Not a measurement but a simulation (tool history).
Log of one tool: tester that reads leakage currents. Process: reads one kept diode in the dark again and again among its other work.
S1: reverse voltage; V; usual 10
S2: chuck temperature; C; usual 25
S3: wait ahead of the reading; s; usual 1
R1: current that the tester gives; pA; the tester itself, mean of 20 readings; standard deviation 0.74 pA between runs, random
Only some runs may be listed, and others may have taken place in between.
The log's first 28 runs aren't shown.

run,hour,S1,S2,S3,R1
29,1206.4,3.2,26,0.39,150.69
30,1248.1,10,32,1,447.51
31,1295.1,10,32,1,446.66
32,1340.5,19.8,52,2.62,3042.11
33,1387.6,1.4,43,5.79,393.2
34,1443.9,1.4,28,5.79,114.97
35,1477.3,1.4,28,5.79,115.11
36,1505.2,5.1,28,7.97,223.1
37,1545.5,5.1,28,7.97,222.83
38,1592.2,6.4,25,9.47,193.59
39,1626.5,6.4,25,9.47,193.1

Consider 4 possible next runs. They are alternatives, not a sequence: every one starts from the tool as it was left by run 39. What does each give?
A,1663,6.4,25,6.58,?
B,1663,2.3,25,1,?
C,1663,13.3,26,1.81,?
D,1663,5.6,57,2.98,?

run,R1
A,193.89
B,114.16
C,306.75
D,2256.97
What these runs would have given with no unlogged condition in the tool:
run,R1
A,196.32
B,116.05
C,309.57
D,2293.42
